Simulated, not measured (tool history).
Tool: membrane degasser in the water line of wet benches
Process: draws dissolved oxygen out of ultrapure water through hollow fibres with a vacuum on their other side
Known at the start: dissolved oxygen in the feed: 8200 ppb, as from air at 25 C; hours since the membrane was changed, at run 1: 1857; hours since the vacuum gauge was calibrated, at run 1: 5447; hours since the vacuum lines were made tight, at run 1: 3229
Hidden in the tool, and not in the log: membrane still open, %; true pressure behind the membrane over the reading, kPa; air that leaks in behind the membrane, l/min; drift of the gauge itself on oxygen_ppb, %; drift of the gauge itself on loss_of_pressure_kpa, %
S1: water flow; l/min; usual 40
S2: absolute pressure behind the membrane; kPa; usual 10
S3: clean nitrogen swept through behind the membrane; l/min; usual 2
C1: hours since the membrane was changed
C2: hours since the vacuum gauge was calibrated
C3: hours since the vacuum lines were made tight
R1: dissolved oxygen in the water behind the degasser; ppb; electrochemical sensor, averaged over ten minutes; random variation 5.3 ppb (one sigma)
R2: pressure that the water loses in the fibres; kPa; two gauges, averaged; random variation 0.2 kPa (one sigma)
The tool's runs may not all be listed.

run,hour,S1,S2,S3,C1,C2,C3,R1,R2
1,0,40,10,2,1857,5447,3229,530.2,45.93
2,43.3,40,10,2,1900,5490,3273,542.1,46.3
3,119.1,24,10,2,1976,5566,3348,319.4,27.58
4,167.8,24,10,2,2025,5615,3397,313.5,27.74
5,202.1,59,10,2,2059,5649,3432,767.6,68.44
6,255,40,19.4,2,2112,5702,3484,897.6,46.24
7,296.4,40,19.4,2,2153,5743,3526,887.8,46.44
8,371.4,40,19.4,2,2228,5818,3601,883,46.55
9,410,40,19.4,2,2267,5857,3639,902.1,46.65
10,471.4,40,10,0.95,2328,5918,3701,758.2,46.98
11,534.2,40,10,2,2391,5981,3764,537.1,46.82
12,612.9,40,10,2,2470,6060,3842,531.3,46.82
13,687.3,40,10,2,2544,6134,3917,541.5,46.84
14,748.4,40,10,2,2605,6195,3978,533.1,47.35
15,788.8,40,10,0.87,2646,6235,4018,800,46.98
16,823.1,40,10,1.4,2680,6270,4052,630.1,47.1
17,900,39,21.9,1.8,2757,6347,4129,1011.6,46.23
18,971.8,41,11.6,1.24,2829,6419,4201,770,48.85
19,1042.7,41,11.6,1.24,2899,6489,4272,784.6,48.26
20,1096.9,26,22.6,1.05,2954,6544,4326,1068.5,30.72
# hour 1160.5: gauge calibrated
21,1166.4,26,22.6,1.05,3023,6613,4396,1070.8,30.23
22,1207,26,22.6,1.05,3064,6654,4436,1065,30.15
23,1239.6,38,10,0.86,3096,6686,4469,778.9,43.67
24,1283.4,38,10,0.86,3140,6730,4513,781.5,44.12
25,1344.6,25,10,2,3201,6791,4574,333.4,29.23
26,1394.5,25,13.3,2.02,3251,6841,4624,412.2,29.27
27,1448.6,25,13.3,2.02,3305,6895,4678,413.9,28.86
28,1503.7,25,13.3,2.02,3361,6950,4733,412.2,28.96
29,1546,40,6,2,3403,6993,4775,376.4,46.86
30,1609.8,41,15.4,4.04,3467,7057,4839,523,47.91
31,1659.5,41,15.4,4.04,3516,7106,4889,526.6,48.1

Hidden state at the last listed run before each entry between runs and at the first one after, where it differs:
Between runs 20 and 21: gauge calibrated (hour 1160.5)
  drift of the gauge itself on loss_of_pressure_kpa, %: 2.77 -> 0.02
  measured less the result without the state, R2: +0.84 -> +0.02 kPa

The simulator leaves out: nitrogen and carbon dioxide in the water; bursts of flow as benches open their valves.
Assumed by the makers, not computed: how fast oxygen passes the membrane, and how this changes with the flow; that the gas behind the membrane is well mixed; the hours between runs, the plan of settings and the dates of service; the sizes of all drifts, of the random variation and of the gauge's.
